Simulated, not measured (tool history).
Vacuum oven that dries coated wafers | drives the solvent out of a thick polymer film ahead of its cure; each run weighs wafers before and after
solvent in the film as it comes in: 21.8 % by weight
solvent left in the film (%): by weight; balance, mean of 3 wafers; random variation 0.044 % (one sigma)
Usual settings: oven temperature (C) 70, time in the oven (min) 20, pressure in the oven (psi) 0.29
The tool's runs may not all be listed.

run 1 hour=0 | oven_temperature_(C)=70 time_in_the_oven_(min)=20 pressure_in_the_oven_(psi)=0.29 | solvent_left_in_the_film_(%)=2.44
run 2 hour=39.2 | oven_temperature_(C)=70 time_in_the_oven_(min)=20 pressure_in_the_oven_(psi)=0.29 | solvent_left_in_the_film_(%)=2.45
run 3 hour=63.1 | oven_temperature_(C)=70 time_in_the_oven_(min)=20 pressure_in_the_oven_(psi)=0.29 | solvent_left_in_the_film_(%)=2.39
run 4 hour=88.2 | oven_temperature_(C)=70 time_in_the_oven_(min)=20 pressure_in_the_oven_(psi)=0.29 | solvent_left_in_the_film_(%)=2.47
run 5 hour=114.4 | oven_temperature_(C)=70 time_in_the_oven_(min)=20 pressure_in_the_oven_(psi)=0.371 | solvent_left_in_the_film_(%)=2.76
run 6 hour=139.3 | oven_temperature_(C)=70 time_in_the_oven_(min)=20 pressure_in_the_oven_(psi)=0.371 | solvent_left_in_the_film_(%)=2.71
run 7 hour=193.3 | oven_temperature_(C)=70 time_in_the_oven_(min)=20 pressure_in_the_oven_(psi)=0.371 | solvent_left_in_the_film_(%)=2.75

Forecast run 8:
run 8 hour=224.1 | oven_temperature_(C)=77 time_in_the_oven_(min)=20 pressure_in_the_oven_(psi)=0.264 | solvent_left_in_the_film_(%)=?

Run 8 gave solvent left in the film (%) 0.94.
Without the tool's hidden state the same run would have given solvent left in the film (%) 0.91.
